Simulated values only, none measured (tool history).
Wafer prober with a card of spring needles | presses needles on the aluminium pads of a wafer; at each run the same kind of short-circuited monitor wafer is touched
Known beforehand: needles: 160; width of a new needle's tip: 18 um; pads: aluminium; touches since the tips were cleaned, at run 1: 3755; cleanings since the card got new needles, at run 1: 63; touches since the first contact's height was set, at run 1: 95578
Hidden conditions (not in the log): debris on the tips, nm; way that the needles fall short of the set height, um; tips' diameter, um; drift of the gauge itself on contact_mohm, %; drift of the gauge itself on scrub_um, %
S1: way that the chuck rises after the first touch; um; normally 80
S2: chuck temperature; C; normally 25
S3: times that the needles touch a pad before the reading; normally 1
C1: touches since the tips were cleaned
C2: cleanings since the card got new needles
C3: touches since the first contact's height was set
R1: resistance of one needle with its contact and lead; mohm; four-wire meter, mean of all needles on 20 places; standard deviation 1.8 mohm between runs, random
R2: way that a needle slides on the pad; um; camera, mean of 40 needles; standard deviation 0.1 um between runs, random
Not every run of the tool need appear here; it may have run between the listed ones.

{"run": 1, "day": 0.0, "S1": 80, "S2": 25, "S3": 1, "C1": 3755, "C2": 63, "C3": 95578, "R1": 199, "R2": 20.32}
{"day": 0.092, "done": "tips cleaned on abrasive film"}
{"day": 0.45, "done": "tips cleaned on abrasive film"}
{"run": 2, "day": 0.712, "S1": 80, "S2": 25, "S3": 1, "C1": 3082, "C2": 65, "C3": 103878, "R1": 197, "R2": 20.09}
{"day": 0.892, "done": "tips cleaned on abrasive film"}
{"day": 1.25, "done": "tips cleaned on abrasive film"}
{"run": 3, "day": 1.588, "S1": 80, "S2": 25, "S3": 1, "C1": 3978, "C2": 67, "C3": 114118, "R1": 198, "R2": 19.86}
{"day": 1.679, "done": "tips cleaned on abrasive film"}
{"day": 2.121, "done": "tips cleaned on abrasive film"}
{"day": 2.567, "done": "tips cleaned on abrasive film"}
{"day": 2.996, "done": "tips cleaned on abrasive film"}
{"run": 4, "day": 3.025, "S1": 80, "S2": 25, "S3": 3, "C1": 381, "C2": 71, "C3": 130932, "R1": 181, "R2": 20.03}
{"day": 3.367, "done": "tips cleaned on abrasive film"}
{"day": 3.812, "done": "tips cleaned on abrasive film"}
{"day": 4.25, "done": "tips cleaned on abrasive film"}
{"run": 5, "day": 4.392, "S1": 80, "S2": 109, "S3": 3, "C1": 1636, "C2": 74, "C3": 146890, "R1": 200, "R2": 19.86}
{"day": 4.658, "done": "tips cleaned on abrasive film"}
{"day": 5.05, "done": "tips cleaned on abrasive film"}
{"day": 5.488, "done": "tips cleaned on abrasive film"}
{"run": 6, "day": 5.617, "S1": 80, "S2": 114, "S3": 1, "C1": 1490, "C2": 77, "C3": 161216, "R1": 210, "R2": 19.88}
{"day": 5.879, "done": "tips cleaned on abrasive film"}
{"day": 6.308, "done": "tips cleaned on abrasive film"}
{"day": 6.746, "done": "tips cleaned on abrasive film"}
{"run": 7, "day": 6.796, "S1": 80, "S2": 114, "S3": 1, "C1": 598, "C2": 80, "C3": 175021, "R1": 205, "R2": 19.86}
{"day": 7.146, "done": "tips cleaned on abrasive film"}
{"day": 7.579, "done": "tips cleaned on abrasive film"}
{"run": 8, "day": 7.862, "S1": 80, "S2": 114, "S3": 1, "C1": 3334, "C2": 82, "C3": 187496, "R1": 219, "R2": 19.6}
{"day": 7.954, "done": "tips cleaned on abrasive film"}
{"day": 8.383, "done": "tips cleaned on abrasive film"}
{"day": 8.808, "done": "tips cleaned on abrasive film"}
{"day": 8.996, "done": "height of the first contact set anew"}
{"day": 9.267, "done": "tips cleaned on abrasive film"}
{"run": 9, "day": 9.496, "S1": 80, "S2": 25, "S3": 1, "C1": 2706, "C2": 86, "C3": 5836, "R1": 198, "R2": 20.83}
{"day": 9.675, "done": "tips cleaned on abrasive film"}
{"day": 10.112, "done": "tips cleaned on abrasive film"}
{"day": 10.542, "done": "tips cleaned on abrasive film"}
{"day": 10.971, "done": "tips cleaned on abrasive film"}
{"run": 10, "day": 11.058, "S1": 80, "S2": 25, "S3": 1, "C1": 1051, "C2": 90, "C3": 24109, "R1": 192, "R2": 20.74}
{"day": 11.396, "done": "tips cleaned on abrasive film"}
{"day": 11.808, "done": "tips cleaned on abrasive film"}
{"day": 12.167, "done": "tips cleaned on abrasive film"}
{"run": 11, "day": 12.229, "S1": 80, "S2": 25, "S3": 1, "C1": 721, "C2": 93, "C3": 37781, "R1": 191, "R2": 20.72}
{"day": 12.558, "done": "tips cleaned on abrasive film"}
{"day": 12.988, "done": "tips cleaned on abrasive film"}
{"day": 13.417, "done": "tips cleaned on abrasive film"}
{"run": 12, "day": 13.729, "S1": 80, "S2": 25, "S3": 2, "C1": 3650, "C2": 96, "C3": 55345, "R1": 192, "R2": 20.54}
{"day": 13.812, "done": "tips cleaned on abrasive film"}
{"day": 14.242, "done": "tips cleaned on abrasive film"}
{"day": 14.671, "done": "tips cleaned on abrasive film"}
{"day": 15.1, "done": "tips cleaned on abrasive film"}
{"run": 13, "day": 15.121, "S1": 89, "S2": 25, "S3": 1, "C1": 253, "C2": 100, "C3": 71630, "R1": 183, "R2": 22.43}
{"day": 15.458, "done": "tips cleaned on abrasive film"}
{"day": 15.904, "done": "tips cleaned on abrasive film"}
{"run": 14, "day": 16.058, "S1": 89, "S2": 25, "S3": 1, "C1": 1817, "C2": 102, "C3": 82602, "R1": 194, "R2": 22.58}
{"day": 16.329, "done": "tips cleaned on abrasive film"}
{"day": 16.758, "done": "tips cleaned on abrasive film"}
{"run": 15, "day": 17.021, "S1": 93, "S2": 61, "S3": 3, "C1": 3104, "C2": 104, "C3": 93862, "R1": 191, "R2": 23.83}
{"day": 17.2, "done": "tips cleaned on abrasive film"}
{"day": 17.558, "done": "tips cleaned on abrasive film"}
{"day": 17.996, "done": "tips cleaned on abrasive film"}
{"run": 16, "day": 18.254, "S1": 93, "S2": 99, "S3": 1, "C1": 3056, "C2": 107, "C3": 108274, "R1": 208, "R2": 23.69}
{"day": 18.433, "done": "tips cleaned on abrasive film"}
{"day": 18.862, "done": "tips cleaned on abrasive film"}
{"day": 19.3, "done": "tips cleaned on abrasive film"}
{"day": 19.662, "done": "tips cleaned on abrasive film"}
{"run": 17, "day": 19.662, "S1": 60, "S2": 91, "S3": 1, "C1": 0, "C2": 111, "C3": 124724, "R1": 201, "R2": 14.83}
{"day": 20.096, "done": "tips cleaned on abrasive film"}
{"day": 20.533, "done": "tips cleaned on abrasive film"}
{"day": 20.962, "done": "tips cleaned on abrasive film"}
{"day": 21.325, "done": "tips cleaned on abrasive film"}
{"run": 18, "day": 21.325, "S1": 82, "S2": 29, "S3": 1, "C1": 0, "C2": 115, "C3": 144155, "R1": 181, "R2": 20.48}
{"day": 21.758, "done": "tips cleaned on abrasive film"}
{"day": 22.188, "done": "tips cleaned on abrasive film"}
{"day": 22.542, "done": "tips cleaned on abrasive film"}
{"run": 19, "day": 22.888, "S1": 80, "S2": 62, "S3": 1, "C1": 4075, "C2": 118, "C3": 162476, "R1": 213, "R2": 19.96}
{"day": 22.979, "done": "tips cleaned on abrasive film"}
{"day": 23.396, "done": "tips cleaned on abrasive film"}
{"day": 23.825, "done": "tips cleaned on abrasive film"}
{"run": 20, "day": 23.825, "S1": 82, "S2": 44, "S3": 1, "C1": 0, "C2": 121, "C3": 173392, "R1": 187, "R2": 20.38}
{"day": 24.262, "done": "tips cleaned on abrasive film"}
{"day": 24.708, "done": "tips cleaned on abrasive film"}
{"run": 21, "day": 25.038, "S1": 82, "S2": 44, "S3": 1, "C1": 3923, "C2": 123, "C3": 187635, "R1": 212, "R2": 20.33}
{"day": 25.133, "done": "tips cleaned on abrasive film"}
{"day": 25.554, "done": "tips cleaned on abrasive film"}
{"day": 25.975, "done": "tips cleaned on abrasive film"}
{"day": 26.167, "done": "height of the first contact set anew"}
{"day": 26.404, "done": "tips cleaned on abrasive film"}
{"run": 22, "day": 26.417, "S1": 82, "S2": 44, "S3": 1, "C1": 157, "C2": 127, "C3": 2931, "R1": 184, "R2": 21.56}
{"day": 26.775, "done": "tips cleaned on abrasive film"}
{"day": 27.175, "done": "tips cleaned on abrasive film"}
{"run": 23, "day": 27.267, "S1": 88, "S2": 46, "S3": 3, "C1": 1075, "C2": 129, "C3": 12852, "R1": 188, "R2": 22.49}
{"day": 27.538, "done": "tips cleaned on abrasive film"}
{"day": 27.967, "done": "tips cleaned on abrasive film"}
{"day": 28.392, "done": "tips cleaned on abrasive film"}
{"run": 24, "day": 28.392, "S1": 88, "S2": 46, "S3": 3, "C1": 0, "C2": 132, "C3": 25997, "R1": 186, "R2": 22.86}
{"day": 28.817, "done": "tips cleaned on abrasive film"}
{"day": 29.246, "done": "tips cleaned on abrasive film"}
{"run": 25, "day": 29.442, "S1": 95, "S2": 92, "S3": 3, "C1": 2321, "C2": 134, "C3": 38287, "R1": 201, "R2": 24.59}
{"day": 29.688, "done": "tips cleaned on abrasive film"}
{"day": 30.046, "done": "tips cleaned on abrasive film"}
{"run": 26, "day": 30.196, "S1": 95, "S2": 92, "S3": 3, "C1": 1794, "C2": 136, "C3": 47107, "R1": 200, "R2": 24.29}
{"day": 30.458, "done": "tips cleaned on abrasive film"}
{"day": 30.9, "done": "tips cleaned on abrasive film"}
{"run": 27, "day": 31.167, "S1": 64, "S2": 92, "S3": 2, "C1": 3156, "C2": 138, "C3": 58492, "R1": 218, "R2": 16.34}

Pick out some run-to-run changes in R1. Of each, how much would a tool without hidden state show as well, from the settings, what came in and chance, and how much is left for the hidden state and any gauge scatter not in both results compared?
Run 18 -> 19: S1 82 -> 80, S2 29 -> 62, tips cleaned on abrasive film, tips cleaned on abrasive film, tips cleaned on abrasive film. R1 +32 mohm: hidden state +21, all else +11.
Run 19 -> 20: S1 80 -> 82, S2 62 -> 44, tips cleaned on abrasive film, tips cleaned on abrasive film, tips cleaned on abrasive film. R1 -26 mohm: hidden state -21, all else -5.
Run 21 -> 22: tips cleaned on abrasive film, tips cleaned on abrasive film, tips cleaned on abrasive film, height of the first contact set anew, tips cleaned on abrasive film. R1 -28 mohm: hidden state -21, all else -7.
